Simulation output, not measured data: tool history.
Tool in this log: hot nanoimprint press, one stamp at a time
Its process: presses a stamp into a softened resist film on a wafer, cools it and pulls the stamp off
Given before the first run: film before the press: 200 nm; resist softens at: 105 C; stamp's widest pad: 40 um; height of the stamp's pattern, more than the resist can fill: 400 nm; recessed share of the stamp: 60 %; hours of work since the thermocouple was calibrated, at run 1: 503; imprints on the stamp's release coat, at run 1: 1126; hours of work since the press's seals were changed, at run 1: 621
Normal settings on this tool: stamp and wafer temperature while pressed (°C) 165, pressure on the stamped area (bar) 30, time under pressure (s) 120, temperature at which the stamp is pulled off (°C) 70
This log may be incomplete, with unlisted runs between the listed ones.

run    hour  stamp and wafer temperature while pressed (°C)  pressure on the stamped area (bar)  time under pressure (s)  temperature at which the stamp is pulled off (°C)  hours of work since the thermocouple was calibrated  imprints on the stamp's release coat  hours of work since the press's seals were changed  resist left under the stamp's widest pad (Å)  greatest force while the stamp is pulled off (N)
  1       0                                             165                                  30                      120                                                 70                                                  503                                  1126                                                 621                                          1284                                               236
         16  -- stamp cleaned and given a new release coat
  2    27.4                                             165                                  30                      120                                                 70                                                  512                                    31                                                 630                                          1266                                               193
  3    60.2                                             165                                  30                      120                                                 70                                                  525                                   120                                                 644                                          1264                                               191
  4    90.9                                             165                                  30                      120                                                 70                                                  538                                   203                                                 656                                          1280                                               190
  5   122.9                                             157                                  30                      120                                                 70                                                  551                                   289                                                 669                                          1721                                               192
  6   150.1                                             176                                  30                      120                                                 70                                                  562                                   363                                                 680                                           741                                               204
  7   172.9                                             176                                19.7                      120                                                 70                                                  571                                   425                                                 690                                           958                                               200
      199.8  -- plate thermocouple calibrated
  8     223                                             176                                19.7                      120                                                 70                                                   10                                   552                                                 709                                           882                                               208
  9   271.4                                             165                                  30                      120                                                 70                                                   29                                   683                                                 729                                          1212                                               215
 10   321.2                                             165                                21.7                      120                                                 70                                                   50                                   818                                                 749                                          1399                                               223
 11   359.3                                             165                                21.7                      120                                                 70                                                   65                                   921                                                 765                                          1396                                               220
 12   380.8                                             165                                  30                      120                                                 70                                                   74                                   979                                                 774                                          1215                                               227
 13   417.1                                             165                                  30                      120                                                 70                                                   89                                  1078                                                 789                                          1221                                               235
        449  -- stamp cleaned and given a new release coat
 14   455.7                                             165                                  30                      120                                                 70                                                  102                                    18                                                 802                                          1230                                               185
 15   496.4                                             165                                  30                      120                                                 70                                                  119                                   128                                                 819                                          1236                                               187
 16   541.9                                             165                                18.1                      120                                                 60                                                  138                                   251                                                 837                                          1501                                               226
 17   585.5                                             165                                18.1                      120                                                 60                                                  156                                   369                                                 855                                          1486                                               242
 18   635.8                                             165                                18.1                      120                                                 60                                                  176                                   505                                                 876                                          1508                                               258
 19   674.7                                             165                                  30                      120                                                 60                                                  192                                   611                                                 892                                          1254                                               250
 20   709.4                                             165                                  30                      120                                                 60                                                  206                                   705                                                 906                                          1243                                               262
 21   749.3                                             165                                  30                      120                                                 60                                                  223                                   813                                                 922                                          1251                                               270
 22   794.7                                             165                                  30                      120                                                 60                                                  241                                   936                                                 941                                          1261                                               278
 23   822.1                                             165                                  30                      120                                                 60                                                  253                                  1010                                                 952                                          1253                                               276
 24   865.5                                             165                                22.3                      101                                                 61                                                  270                                  1127                                                 970                                          1478                                               284
      880.5  -- stamp cleaned and given a new release coat
 25     896                                             160                                23.2                       66                                                 72                                                  280                                    42                                                 980                                          1768                                               183
 26   946.3                                             160                                23.2                       66                                                 72                                                  301                                   179                                                1001                                          1787                                               187
 27   992.3                                             154                                21.6                      120                                                 76                                                  320                                   303                                                1019                                          1872                                               176
 28  1037.6                                             154                                18.6                      120                                                 56                                                  338                                   426                                                1038                                          1913                                               276
 29  1067.6                                             165                                  30                      111                                                 62                                                  351                                   507                                                1050                                          1309                                               245

Each run again, without the hidden state but with its own random variation kept:
Hidden state at play: true temperature over the reading, C; pressure that arrives at the usual setting, %; grip of the stamp's worn release coat, % over a new coat's; drift of the gauge itself on residual_nm, %; drift of the gauge itself on pull_off_n, %.
run  resist left under the stamp's widest pad (Å)  greatest force while the stamp is pulled off (N)
  1                                          1191                                               181
  2                                          1172                                               187
  3                                          1167                                               181
  4                                          1179                                               176
  5                                          1639                                               175
  6                                           672                                               183
  7                                           882                                               177
  8                                           860                                               183
  9                                          1172                                               184
 10                                          1365                                               185
 11                                          1359                                               179
 12                                          1166                                               182
 13                                          1170                                               185
 14                                          1175                                               183
 15                                          1178                                               180
 16                                          1458                                               212
 17                                          1441                                               221
 18                                          1459                                               228
 19                                          1181                                               216
 20                                          1168                                               222
 21                                          1173                                               223
 22                                          1178                                               223
 23                                          1169                                               218
 24                                          1406                                               220
 25                                          1720                                               178
 26                                          1737                                               176
 27                                          1839                                               161
 28                                          1886                                               246
 29                                          1204                                               215
